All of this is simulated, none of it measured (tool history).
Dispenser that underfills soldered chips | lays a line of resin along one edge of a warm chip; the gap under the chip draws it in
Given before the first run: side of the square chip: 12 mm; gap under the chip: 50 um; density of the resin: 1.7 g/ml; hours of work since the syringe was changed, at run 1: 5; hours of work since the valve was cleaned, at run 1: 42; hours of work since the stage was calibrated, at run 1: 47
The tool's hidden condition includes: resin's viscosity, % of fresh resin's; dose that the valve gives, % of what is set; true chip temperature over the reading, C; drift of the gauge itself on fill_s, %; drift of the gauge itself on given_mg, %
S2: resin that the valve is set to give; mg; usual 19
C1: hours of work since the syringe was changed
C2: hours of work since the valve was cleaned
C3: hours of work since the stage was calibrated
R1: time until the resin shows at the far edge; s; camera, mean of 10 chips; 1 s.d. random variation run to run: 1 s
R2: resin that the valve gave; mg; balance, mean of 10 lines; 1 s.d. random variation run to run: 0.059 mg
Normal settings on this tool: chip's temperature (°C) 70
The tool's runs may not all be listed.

{"run": 1, "day": 0.0, "chip's temperature (°C)": 70, "S2": 19, "C1": 5, "C2": 42, "C3": 47, "R1": 133.6, "R2": 18.79}
{"day": 0.292, "done": "new syringe of resin"}
{"run": 2, "day": 0.667, "chip's temperature (°C)": 82, "S2": 19, "C1": 6, "C2": 53, "C3": 57, "R1": 85.5, "R2": 18.55}
{"day": 0.879, "done": "new syringe of resin"}
{"run": 3, "day": 1.067, "chip's temperature (°C)": 82, "S2": 19, "C1": 3, "C2": 59, "C3": 63, "R1": 71.3, "R2": 18.55}
{"day": 1.454, "done": "new syringe of resin"}
{"run": 4, "day": 1.454, "chip's temperature (°C)": 76, "S2": 19, "C1": 0, "C2": 65, "C3": 69, "R1": 75.9, "R2": 18.59}
{"day": 2.021, "done": "new syringe of resin"}
{"run": 5, "day": 2.021, "chip's temperature (°C)": 76, "S2": 19, "C1": 0, "C2": 74, "C3": 78, "R1": 78, "R2": 18.46}
{"run": 6, "day": 2.521, "chip's temperature (°C)": 76, "S2": 19, "C1": 8, "C2": 82, "C3": 86, "R1": 126.1, "R2": 18.41}
{"day": 2.633, "done": "new syringe of resin"}
{"day": 2.888, "done": "dispensing valve cleaned and set on the balance"}
{"run": 7, "day": 2.896, "chip's temperature (°C)": 76, "S2": 19, "C1": 4, "C2": 0, "C3": 92, "R1": 94.5, "R2": 18.97}
{"day": 3.279, "done": "new syringe of resin"}
{"run": 8, "day": 3.279, "chip's temperature (°C)": 67, "S2": 19, "C1": 0, "C2": 6, "C3": 97, "R1": 115.7, "R2": 18.92}
{"run": 9, "day": 3.817, "chip's temperature (°C)": 67, "S2": 19, "C1": 9, "C2": 15, "C3": 106, "R1": 190.9, "R2": 18.84}
{"day": 3.862, "done": "new syringe of resin"}
{"run": 10, "day": 4.233, "chip's temperature (°C)": 67, "S2": 19, "C1": 6, "C2": 21, "C3": 113, "R1": 162.2, "R2": 18.82}
{"day": 4.433, "done": "new syringe of resin"}
{"run": 11, "day": 4.633, "chip's temperature (°C)": 67, "S2": 19, "C1": 3, "C2": 27, "C3": 119, "R1": 138.2, "R2": 18.8}
{"day": 5.029, "done": "new syringe of resin"}
{"run": 12, "day": 5.296, "chip's temperature (°C)": 67, "S2": 19, "C1": 4, "C2": 38, "C3": 129, "R1": 147.5, "R2": 18.76}
{"day": 5.612, "done": "new syringe of resin"}
{"run": 13, "day": 5.679, "chip's temperature (°C)": 67, "S2": 19, "C1": 1, "C2": 44, "C3": 135, "R1": 123.6, "R2": 18.74}
{"run": 14, "day": 6.083, "chip's temperature (°C)": 65, "S2": 23.5, "C1": 8, "C2": 50, "C3": 142, "R1": 191.8, "R2": 23.17}
{"day": 6.2, "done": "new syringe of resin"}
{"run": 15, "day": 6.579, "chip's temperature (°C)": 83, "S2": 19, "C1": 6, "C2": 58, "C3": 150, "R1": 82.9, "R2": 18.57}
{"day": 6.792, "done": "new syringe of resin"}
{"run": 16, "day": 7.229, "chip's temperature (°C)": 78, "S2": 23.7, "C1": 7, "C2": 69, "C3": 160, "R1": 105.2, "R2": 23.04}
{"day": 7.396, "done": "new syringe of resin"}
{"run": 17, "day": 7.892, "chip's temperature (°C)": 57, "S2": 17.7, "C1": 8, "C2": 79, "C3": 170, "R1": 297.7, "R2": 17.12}
{"day": 7.962, "done": "new syringe of resin"}
{"day": 8.412, "done": "dispensing valve cleaned and set on the balance"}
{"run": 18, "day": 8.412, "chip's temperature (°C)": 67, "S2": 20.4, "C1": 7, "C2": 0, "C3": 178, "R1": 164.3, "R2": 20.4}
{"day": 8.592, "done": "new syringe of resin"}
{"run": 19, "day": 8.838, "chip's temperature (°C)": 67, "S2": 20.4, "C1": 4, "C2": 7, "C3": 185, "R1": 145.3, "R2": 20.25}
{"day": 9.162, "done": "new syringe of resin"}
{"run": 20, "day": 9.529, "chip's temperature (°C)": 61, "S2": 16.4, "C1": 6, "C2": 18, "C3": 196, "R1": 217.3, "R2": 16.27}
{"day": 9.754, "done": "new syringe of resin"}
{"run": 21, "day": 10.092, "chip's temperature (°C)": 64, "S2": 16.1, "C1": 5, "C2": 26, "C3": 204, "R1": 190.9, "R2": 15.98}
{"day": 10.367, "done": "new syringe of resin"}
{"run": 22, "day": 10.612, "chip's temperature (°C)": 64, "S2": 16.1, "C1": 4, "C2": 35, "C3": 213, "R1": 175.6, "R2": 15.88}

Pick out some run-to-run changes in R1. Of each, how much would a tool without hidden state show as well, from the settings, what came in and chance, and how much is left for the hidden state and any gauge scatter not in both results compared?
Run 8 -> 9: settings left as they were, no log entry in between. R1 +75.2 s: hidden state +75.4, all else -0.2.
Run 16 -> 17: chip's temperature (°C) 78 -> 57, S2 23.7 -> 17.7, new syringe of resin. R1 +192.5 s: hidden state +81.8, all else +110.7.
Run 17 -> 18: chip's temperature (°C) 57 -> 67, S2 17.7 -> 20.4, new syringe of resin, dispensing valve cleaned and set on the balance. R1 -133.4 s: hidden state -65, all else -68.4.

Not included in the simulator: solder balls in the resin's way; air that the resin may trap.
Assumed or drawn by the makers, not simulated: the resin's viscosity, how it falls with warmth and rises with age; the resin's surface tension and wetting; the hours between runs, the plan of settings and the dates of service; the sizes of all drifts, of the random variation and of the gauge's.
